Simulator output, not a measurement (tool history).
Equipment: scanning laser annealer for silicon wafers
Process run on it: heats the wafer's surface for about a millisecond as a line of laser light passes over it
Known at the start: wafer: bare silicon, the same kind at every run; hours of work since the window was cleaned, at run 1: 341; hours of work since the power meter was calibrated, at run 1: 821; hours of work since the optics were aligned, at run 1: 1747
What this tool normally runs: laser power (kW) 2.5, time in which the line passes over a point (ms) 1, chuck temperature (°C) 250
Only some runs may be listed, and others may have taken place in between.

run,hour,laser power (kW),time in which the line passes over a point (ms),chuck temperature (°C),hours of work since the window was cleaned,hours of work since the power meter was calibrated,hours of work since the optics were aligned,highest temperature of the surface (°C)
1,0,2.5,1,250,341,821,1747,953
# hour 27.5: window over the wafer cleaned
2,27.5,2.5,1,250,0,840,1765,984
3,44.9,2.5,1,250,12,852,1777,982
4,57.3,2.5,1,250,21,861,1786,981
5,72,2.5,1,250,32,872,1797,983
6,95.6,2.5,1,250,49,889,1814,979
7,121.6,2.5,1,283,68,907,1833,1010
8,147.3,2.5,1,283,86,926,1851,1009
9,168,2.5,1,250,101,941,1866,971
10,181.1,2.5,1,250,110,950,1875,969
11,194.6,2.5,1,275,120,960,1885,995
# hour 213.1: optics aligned, line set to its width
12,226.5,2.5,1,275,140,979,10,1008
13,242.3,2.5,1.06,250,151,990,21,1001
14,271.2,2.5,1.06,250,172,1011,42,1000
15,299.3,2.5,1,232,192,1031,62,956
16,324.2,2.5,1,232,210,1049,80,958
17,343.3,2.5,1,232,223,1063,94,954
18,370.3,2.5,1,232,243,1082,113,955
19,396.4,2.5,1,250,262,1101,132,971
20,409.8,2.5,1,250,271,1111,141,972
21,429.4,2.5,1,250,285,1125,155,967
22,446.6,2.492,0.87,287,298,1137,168,951
23,475.3,2.492,0.87,287,318,1158,188,945
24,491.7,2.5,0.81,253,330,1170,200,890
25,504.2,2.5,1.2,250,339,1179,209,1035
26,529.1,2.394,0.9,250,357,1197,227,891
# hour 534.7: window over the wafer cleaned
27,548.9,2.468,0.98,250,10,1210,240,963
28,572.8,2.291,1.24,255,27,1227,257,1001
29,585.7,2.291,1.14,245,37,1236,266,956
30,602.2,2.323,1.09,250,49,1248,278,954
31,631.6,2.722,0.8,262,70,1269,299,975
32,648.9,2.252,0.76,262,82,1281,312,821
33,677.4,2.252,0.76,262,103,1302,332,819
34,703.3,2.325,1.15,244,121,1321,351,965
35,716.2,2.325,1.15,244,130,1330,360,962
36,734.4,2.325,1.15,244,144,1343,373,958
37,760.2,2.49,1,250,162,1361,392,965
38,785,2.49,1,250,180,1379,410,964
39,799.1,2.64,0.85,238,190,1389,420,941
40,821.9,2.577,0.83,212,206,1406,436,884
41,837.4,2.569,0.95,233,218,1417,447,950
42,849.8,2.547,1.02,265,227,1426,456,1002

Consider 3 possible next runs. They are alternatives, not a sequence: every one starts from the tool as it was left by run 42. What does each give?
A,878.6,2.547,1.02,260,247,1447,477,?
B,878.6,2.263,0.85,275,247,1447,477,?
C,878.6,2.455,1.24,250,247,1447,477,?

run,highest temperature of the surface (°C)
A,996
B,862
C,1035
Had the tool no hidden state, the same runs would have come out as:
run,highest temperature of the surface (°C)
A,1025
B,885
C,1066
